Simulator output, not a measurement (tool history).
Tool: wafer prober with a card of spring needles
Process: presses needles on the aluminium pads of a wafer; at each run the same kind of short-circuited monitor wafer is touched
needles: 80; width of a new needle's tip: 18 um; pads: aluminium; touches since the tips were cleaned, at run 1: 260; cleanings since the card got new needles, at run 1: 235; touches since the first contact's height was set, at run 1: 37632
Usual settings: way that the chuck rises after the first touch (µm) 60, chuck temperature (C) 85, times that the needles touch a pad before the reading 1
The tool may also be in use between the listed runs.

run	hour	way that the chuck rises after the first touch (µm)	chuck temperature (C)	times that the needles touch a pad before the reading	touches since the tips were cleaned	cleanings since the card got new needles	touches since the first contact's height was set	resistance of one needle with its contact and lead (mohm)	way that a needle slides on the pad (µm)
1	0	60	85	1	260	235	37632	271	8.47
# hour 8.6: tips cleaned on abrasive film
# hour 19.4: tips cleaned on abrasive film
# hour 30.2: tips cleaned on abrasive film
# hour 41: tips cleaned on abrasive film
# hour 51.7: tips cleaned on abrasive film
2	54.3	60	85	1	565	240	49271	308	8.44
# hour 60.9: tips cleaned on abrasive film
# hour 69.5: tips cleaned on abrasive film
# hour 78.1: tips cleaned on abrasive film
# hour 86.8: tips cleaned on abrasive film
# hour 97.6: tips cleaned on abrasive film
# hour 106.2: tips cleaned on abrasive film
# hour 117: tips cleaned on abrasive film
3	119.2	60	85	1	481	247	63136	296	8.42
# hour 125.7: tips cleaned on abrasive film
# hour 136.5: tips cleaned on abrasive film
# hour 147.2: tips cleaned on abrasive film
# hour 158: tips cleaned on abrasive film
# hour 167.5: tips cleaned on abrasive film
4	167.5	60	85	1	0	252	73469	269	8.36
# hour 178.3: tips cleaned on abrasive film
# hour 189: tips cleaned on abrasive film
# hour 197.7: tips cleaned on abrasive film
# hour 208.4: tips cleaned on abrasive film
# hour 219.2: tips cleaned on abrasive film
# hour 229.1: tips cleaned on abrasive film
5	229.1	60	85	1	0	258	86653	273	8.28
# hour 239.9: tips cleaned on abrasive film
# hour 250.6: tips cleaned on abrasive film
# hour 261.4: tips cleaned on abrasive film
6	268.7	60	85	1	1584	261	95157	388	8.32
# hour 271: tips cleaned on abrasive film
# hour 279.6: tips cleaned on abrasive film
# hour 290.4: tips cleaned on abrasive film
# hour 301.2: tips cleaned on abrasive film
7	304	60	85	1	610	265	102688	312	8.18
# hour 310.5: tips cleaned on abrasive film
# hour 319.1: tips cleaned on abrasive film
# hour 329.9: tips cleaned on abrasive film
# hour 338.5: tips cleaned on abrasive film
# hour 349.3: tips cleaned on abrasive film
# hour 360.1: tips cleaned on abrasive film
# hour 368.7: tips cleaned on abrasive film
8	369.6	60	85	1	184	272	116713	277	8.15
# hour 378.2: tips cleaned on abrasive film
# hour 386.8: tips cleaned on abrasive film
# hour 395.5: tips cleaned on abrasive film
# hour 406.2: tips cleaned on abrasive film
# hour 417: tips cleaned on abrasive film
# hour 427.8: tips cleaned on abrasive film
# hour 436.4: tips cleaned on abrasive film
9	441.6	60	85	1	1108	279	132124	357	8.07
# hour 445.9: tips cleaned on abrasive film
# hour 454.6: tips cleaned on abrasive film
# hour 463.2: tips cleaned on abrasive film
# hour 469.7: tips cleaned on abrasive film, once more
# hour 478.3: tips cleaned on abrasive film
# hour 487: tips cleaned on abrasive film
# hour 497.8: tips cleaned on abrasive film
# hour 508.5: tips cleaned on abrasive film
10	512.3	60	85	1	813	287	147240	345	7.98
# hour 518.8: tips cleaned on abrasive film
# hour 529.6: tips cleaned on abrasive film
# hour 540.3: tips cleaned on abrasive film
# hour 551.1: tips cleaned on abrasive film
# hour 560: height of the first contact set anew
# hour 562.2: tips cleaned on abrasive film
11	568.1	60	85	1	1285	292	1747	364	8.61
# hour 572.5: tips cleaned on abrasive film
# hour 581.1: tips cleaned on abrasive film
# hour 591.9: tips cleaned on abrasive film
# hour 602.7: tips cleaned on abrasive film
# hour 613.5: tips cleaned on abrasive film
# hour 622.1: tips cleaned on abrasive film
# hour 632.9: tips cleaned on abrasive film
# hour 642: tips cleaned on abrasive film
12	642	77	85	1	0	300	17549	247	11.09
# hour 650.7: tips cleaned on abrasive film
# hour 661.5: tips cleaned on abrasive film
# hour 672.2: tips cleaned on abrasive film
# hour 680.9: tips cleaned on abrasive film
# hour 691.6: tips cleaned on abrasive film
13	693.4	77	85	2	386	305	28546	266	11.02
# hour 702.1: tips cleaned on abrasive film
# hour 710.7: tips cleaned on abrasive film
# hour 719.3: tips cleaned on abrasive film
# hour 730.1: tips cleaned on abrasive film
# hour 738.7: tips cleaned on abrasive film
# hour 747.4: tips cleaned on abrasive film
# hour 758.2: tips cleaned on abrasive film
14	762.7	60	85	2	974	312	43362	307	8.52
# hour 767: tips cleaned on abrasive film
# hour 777.8: tips cleaned on abrasive film
# hour 788.6: tips cleaned on abrasive film
# hour 799.3: tips cleaned on abrasive film
# hour 808: tips cleaned on abrasive film
15	808	60	85	2	3	317	53051	264	8.46
# hour 816.6: tips cleaned on abrasive film
# hour 825.3: tips cleaned on abrasive film
# hour 836: tips cleaned on abrasive film
# hour 844.7: tips cleaned on abrasive film
# hour 853.3: tips cleaned on abrasive film
# hour 864.1: tips cleaned on abrasive film
# hour 872.7: tips cleaned on abrasive film
16	876.9	60	85	2	894	324	67789	298	8.34
# hour 883.4: tips cleaned on abrasive film
# hour 892: tips cleaned on abrasive film
# hour 902.8: tips cleaned on abrasive film
# hour 911.4: tips cleaned on abrasive film
# hour 922.2: tips cleaned on abrasive film
# hour 930.8: tips cleaned on abrasive film
17	935.8	60	85	2	1066	330	80390	310	8.28
# hour 940.1: tips cleaned on abrasive film
# hour 950.9: tips cleaned on abrasive film
# hour 961.7: tips cleaned on abrasive film
# hour 970.3: tips cleaned on abrasive film
18	973.8	60	87	2	745	334	88517	308	8.2
# hour 980.3: tips cleaned on abrasive film
# hour 991: tips cleaned on abrasive film
# hour 1001.8: tips cleaned on abrasive film
# hour 1010.4: tips cleaned on abrasive film
# hour 1019.1: tips cleaned on abrasive film
# hour 1029.9: tips cleaned on abrasive film
# hour 1038.5: tips cleaned on abrasive film
# hour 1047.1: tips cleaned on abrasive film
19	1052.1	60	87	2	1068	342	105272	327	8.2
# hour 1056.4: tips cleaned on abrasive film
# hour 1065.1: tips cleaned on abrasive film
# hour 1075.9: tips cleaned on abrasive film
# hour 1086.6: tips cleaned on abrasive film
# hour 1095.3: tips cleaned on abrasive film
# hour 1106: tips cleaned on abrasive film
# hour 1116.8: tips cleaned on abrasive film
# hour 1127.6: tips cleaned on abrasive film
20	1130.4	48	53	2	601	350	122021	337	6.41
# hour 1136.9: tips cleaned on abrasive film
# hour 1145.5: tips cleaned on abrasive film
# hour 1156.3: tips cleaned on abrasive film
21	1164.7	48	53	1	1816	353	129373	612	6.27
# hour 1166.9: tips cleaned on abrasive film
# hour 1177.7: tips cleaned on abrasive film
# hour 1188.5: tips cleaned on abrasive film
# hour 1199.2: tips cleaned on abrasive film
# hour 1210: tips cleaned on abrasive film
# hour 1220.8: tips cleaned on abrasive film
22	1223.8	48	53	1	655	359	142024	408	6.22

3 ways to go on from here, each from the tool as it stands after run 22. What would each give?
# hour 1230.3: tips cleaned on abrasive film
# hour 1239: tips cleaned on abrasive film
# hour 1247.6: tips cleaned on abrasive film
# hour 1258.4: tips cleaned on abrasive film
# hour 1267: tips cleaned on abrasive film
# hour 1275.6: tips cleaned on abrasive film
# hour 1286.4: tips cleaned on abrasive film
# hour 1295: tips cleaned on abrasive film
# hour 1297.5: height of the first contact set anew
A	1298.7	60	85	1	725	367	264	?	?
# hour 1230.3: tips cleaned on abrasive film
# hour 1239: tips cleaned on abrasive film
# hour 1247.6: tips cleaned on abrasive film
# hour 1258.4: tips cleaned on abrasive film
# hour 1267: tips cleaned on abrasive film
# hour 1275.6: tips cleaned on abrasive film
# hour 1286.4: tips cleaned on abrasive film
# hour 1295: tips cleaned on abrasive film
# hour 1297.5: height of the first contact set anew
B	1298.7	44	85	1	725	367	264	?	?
# hour 1230.3: tips cleaned on abrasive film
# hour 1239: tips cleaned on abrasive film
# hour 1247.6: tips cleaned on abrasive film
# hour 1258.4: tips cleaned on abrasive film
# hour 1267: tips cleaned on abrasive film
# hour 1275.6: tips cleaned on abrasive film
# hour 1286.4: tips cleaned on abrasive film
# hour 1295: tips cleaned on abrasive film
# hour 1297.5: height of the first contact set anew
C	1298.7	44	47	2	725	367	264	?	?

run	resistance of one needle with its contact and lead (mohm)	way that a needle slides on the pad (µm)
A	323	8.73
B	404	6.35
C	332	6.38
Without the tool's hidden state the same runs would have given:
run	resistance of one needle with its contact and lead (mohm)	way that a needle slides on the pad (µm)
A	238	8.73
B	250	6.35
C	233	6.38
